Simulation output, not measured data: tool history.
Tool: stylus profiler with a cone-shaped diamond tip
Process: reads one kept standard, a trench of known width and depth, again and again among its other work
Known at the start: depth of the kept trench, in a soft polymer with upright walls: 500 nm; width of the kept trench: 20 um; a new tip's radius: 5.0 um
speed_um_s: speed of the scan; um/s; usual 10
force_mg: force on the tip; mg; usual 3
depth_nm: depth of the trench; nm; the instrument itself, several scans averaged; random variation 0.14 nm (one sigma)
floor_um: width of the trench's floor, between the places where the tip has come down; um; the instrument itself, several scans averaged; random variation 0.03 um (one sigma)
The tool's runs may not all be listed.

run,hour,speed_um_s,force_mg,depth_nm,floor_um
1,0,10,3,506.04,13.34
2,54.8,10,3,505.92,13.33
3,110.4,10,2.88,506.31,13.27
4,149.9,10,2.88,506.3,13.25
5,194.8,10,2.88,506.05,13.22
6,235.2,10,2.88,504.28,13.13
7,299.2,10,2.88,504.45,13.15
8,344.7,10,5.65,506.83,13.11
9,384.7,10,6.26,507.3,13.13
10,455.7,10,2.3,504,13
11,516.3,10,2.3,504.29,12.91
12,575.4,10,2.3,503.98,12.94
13,642.7,10,2.3,504.03,12.88
14,713.3,10,2.3,504.02,12.9
15,787.1,4,2.3,503.96,12.81
16,848.7,10,3,504.74,12.7
17,898,10,3,504.36,15.64
18,936.3,4,2.56,504.14,15.62
19,1014.7,30,2.3,503.62,15.39
20,1052.8,27,7.06,508.15,15.4
21,1097.2,27,7.06,507.93,15.36
22,1158.2,27,7.06,507.92,15.28
23,1203.1,12,2.99,504.75,15.24
24,1277.4,40,5.53,507.1,15.12
25,1332.7,20,1.31,502.44,15.05
26,1404.4,20,7.19,508.24,15.05
27,1478,20,7.19,508.16,14.97
28,1533.8,20,7.19,508.23,14.9
29,1569.8,5,1.03,502.54,14.86
30,1634,5,1.79,503.44,14.82
31,1684.6,2,1.24,502.92,14.8
32,1759.8,8,1.24,503.3,14.66
33,1822.2,5,2.43,504.67,14.58
34,1864.9,5,2.43,504.39,14.61

Not shown: 2 entries that the log had between the listed runs. Between which runs, and how does the tool's hidden state differ before and after?
Between runs 5 and 6: height scale calibrated on a step standard (hour 211)
  radius of the tip, um: 11.62 -> 11.73; height scale over the true one, %: 0.354 -> 0.009
  measured less the result without the state, depth_nm: +1.78 -> +0.04 nm; floor_um: -2.39 -> -2.41 um
Between runs 16 and 17: new tip fitted, height scale calibrated (hour 895.3)
  radius of the tip, um: 13.3 -> 4.98; height scale over the true one, %: 0.086 -> -0.022
  measured less the result without the state, depth_nm: +0.43 -> -0.12 nm; floor_um: -2.87 -> +0.01 um
